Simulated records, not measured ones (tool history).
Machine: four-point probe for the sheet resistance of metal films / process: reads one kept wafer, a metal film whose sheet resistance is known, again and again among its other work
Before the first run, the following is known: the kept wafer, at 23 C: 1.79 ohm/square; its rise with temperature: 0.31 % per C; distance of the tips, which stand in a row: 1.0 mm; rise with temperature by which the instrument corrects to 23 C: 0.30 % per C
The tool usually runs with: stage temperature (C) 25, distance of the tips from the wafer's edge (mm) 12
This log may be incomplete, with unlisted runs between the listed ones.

run,day,stage temperature (C),distance of the tips from the wafer's edge (mm),sheet resistance as the instrument gives it (ohm/square)
1,0,25,12,1.792889
2,2.804,25,12,1.793074
3,4.4,25,4,1.844494
4,6.458,30,12,1.793705
5,8.033,30,12,1.793673
6,9.496,25,12,1.79261
7,11.579,25,12,1.791987
8,13.033,25,12,1.792091
9,15.512,19,12,1.789985
10,18.075,28,12,1.791919
11,19.692,28,12,1.792063
12,22.121,28,12,1.791626
13,23.45,28,20,1.787928
14,26.208,25,12,1.790055
15,28.546,25,12,1.790176
16,30.712,19,12,1.788856
17,33.533,19,12,1.789101
18,36.358,19,52,1.782142
# day 36.633: stage's thermometer calibrated
19,39.046,34,12,1.791563
20,40.742,34,12,1.791328
21,43.179,34,12,1.791013
22,45.629,25,12,1.789188
23,46.862,22,7,1.800301
24,48.067,22,7,1.801091
25,50.058,24,18,1.784585
26,51.667,23,4,1.839176
# day 52.412: stage's thermometer calibrated, once more
27,54.621,22,66,1.778539
28,57.412,22,9,1.789747
29,60.192,21,14,1.783264
30,62.333,30,4,1.838302
31,64.192,30,6,1.805995
32,66.908,35,5,1.818377
33,68.325,21,6,1.803283
34,71.138,25,4,1.835464
35,72.404,23,4,1.83554
36,73.633,22,12,1.783414
37,76.204,22,12,1.783474
38,78.129,22,12,1.782528
39,79.958,18,12,1.782396
40,81.6,18,12,1.780958
41,83.596,29,16,1.780821
42,86.483,25,28,1.777707
43,88.583,34,12,1.784715
44,91.492,34,12,1.784253

Below are 3 alternative next runs, each starting from the tool's condition after run 44. Predict each:
A,93.483,23,9,?
B,93.483,34,12,?
C,93.483,30,6,?

run,sheet resistance as the instrument gives it (ohm/square)
A,1.78732
B,1.784013
C,1.803094
With no hidden state in the tool, these same runs would have given:
run,sheet resistance as the instrument gives it (ohm/square)
A,1.802171
B,1.798848
C,1.818071

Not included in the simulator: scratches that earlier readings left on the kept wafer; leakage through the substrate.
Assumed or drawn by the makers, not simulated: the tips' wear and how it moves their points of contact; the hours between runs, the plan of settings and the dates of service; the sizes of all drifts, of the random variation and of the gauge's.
